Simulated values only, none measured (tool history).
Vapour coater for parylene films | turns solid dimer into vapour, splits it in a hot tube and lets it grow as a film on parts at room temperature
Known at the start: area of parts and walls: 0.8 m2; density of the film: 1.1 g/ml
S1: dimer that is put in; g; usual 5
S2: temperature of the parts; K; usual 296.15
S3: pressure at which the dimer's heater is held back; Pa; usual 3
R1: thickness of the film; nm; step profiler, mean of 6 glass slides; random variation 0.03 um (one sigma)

| run | hour | S1 | S2 | S3 | R1 |
|---|---|---|---|---|---|
| 1 | 0 | 5 | 296.15 | 3 | 3810 |
| 2 | 44.6 | 5 | 296.15 | 3 | 3760 |
| 3 | 87.2 | 5 | 296.15 | 3 | 3740 |
| 4 | 122 | 5 | 296.15 | 3 | 3660 |
| 5 | 149 | 5 | 296.15 | 3 | 3710 |
| 6 | 177.3 | 5 | 290.15 | 3 | 4180 |
| 7 | 210 | 5 | 290.15 | 3 | 4120 |
| 8 | 240 | 5 | 290.15 | 2.67 | 4140 |
|  | 249.9 | trap's valve overhauled |
| 9 | 287.5 | 5 | 302.15 | 2.67 | 3530 |
| 10 | 346.9 | 5 | 302.15 | 2.67 | 3570 |
| 11 | 402.1 | 5 | 302.15 | 2.67 | 3500 |
| 12 | 447.1 | 5 | 296.15 | 3 | 3930 |
| 13 | 491.6 | 5 | 296.15 | 3 | 3870 |
| 14 | 556.5 | 5 | 296.15 | 3 | 3770 |
| 15 | 595.2 | 5 | 296.15 | 3 | 3730 |
| 16 | 645.2 | 5 | 296.15 | 3 | 3590 |
| 17 | 677.7 | 5 | 296.15 | 3 | 3660 |
| 18 | 704.6 | 5 | 296.15 | 3 | 3580 |
| 19 | 753.2 | 6 | 296.15 | 3 | 4230 |
|  | 787.5 | trap's valve overhauled |
| 20 | 792 | 6 | 296.15 | 3 | 5060 |
| 21 | 832.7 | 5 | 296.15 | 3 | 4080 |
| 22 | 864 | 5 | 296.15 | 3 | 4020 |
| 23 | 920.2 | 5 | 296.15 | 3 | 4050 |
| 24 | 949.5 | 5 | 296.15 | 2.48 | 4040 |
| 25 | 1002.4 | 2 | 295.15 | 3 | 1630 |
| 26 | 1064.1 | 2 | 295.15 | 3 | 1560 |
| 27 | 1122.4 | 5 | 290.15 | 9.45 | 3990 |
| 28 | 1159 | 5 | 291.15 | 2.46 | 4200 |
| 29 | 1195.5 | 6 | 288.15 | 8.62 | 5060 |
| 30 | 1226.6 | 8 | 301.15 | 3 | 5290 |
| 31 | 1291 | 2 | 292.15 | 2.61 | 1560 |
|  | 1322.7 | trap's valve overhauled |
| 32 | 1338.1 | 2 | 295.15 | 9.08 | 1600 |
| 33 | 1389.6 | 2 | 302.15 | 2.35 | 1440 |
| 34 | 1437.3 | 2 | 302.15 | 2.35 | 1440 |
| 35 | 1497.5 | 4 | 302.15 | 2.35 | 2770 |
| 36 | 1544.7 | 4 | 302.15 | 2.35 | 2780 |
| 37 | 1572.9 | 4 | 305.15 | 6.93 | 2500 |
| 38 | 1609.5 | 5 | 305.15 | 6.9 | 2980 |
| 39 | 1646 | 5 | 305.15 | 6.9 | 2940 |
| 40 | 1711.2 | 5 | 305.15 | 7.49 | 2900 |
| 41 | 1750 | 2 | 300.15 | 5.39 | 1300 |
| 42 | 1788.5 | 2 | 300.15 | 5.39 | 1300 |
|  | 1795.6 | table's thermometer calibrated |
| 43 | 1845.4 | 2 | 300.15 | 5.39 | 1250 |
|  | 1860.7 | trap's valve overhauled |
| 44 | 1902.4 | 2 | 300.15 | 5.39 | 1410 |
| 45 | 1951.3 | 7 | 290.15 | 5.39 | 6140 |
| 46 | 1987.6 | 5 | 303.15 | 5.27 | 3220 |
| 47 | 2044.2 | 3 | 306.15 | 3.31 | 1850 |

Hidden state or all else? Some run-to-run changes of R1, split into what the settings, what came in and random variation would give without the hidden state, and what is left for the hidden state (with any gauge scatter that isn't in both results):
The hidden state here: vapour lost through the trap's worn valve, %; true temperature of the parts over the reading, C; drift of the gauge itself on film_um, %.
Run 8 -> 9: S2 290.15 -> 302.15, trap's valve overhauled. R1 -610 nm: hidden state +570, all else -1180.
Run 19 -> 20: trap's valve overhauled. R1 +830 nm: hidden state +730, all else +100.
Run 30 -> 31: S1 8 -> 2, S2 301.15 -> 292.15, S3 3 -> 2.61. R1 -3730 nm: hidden state +370, all else -4100.
Run 44 -> 45: S1 2 -> 7, S2 300.15 -> 290.15. R1 +4730 nm: hidden state -140, all else +4870.
Run 45 -> 46: S1 7 -> 5, S2 290.15 -> 303.15, S3 5.39 -> 5.27. R1 -2920 nm: hidden state +40, all else -2960.
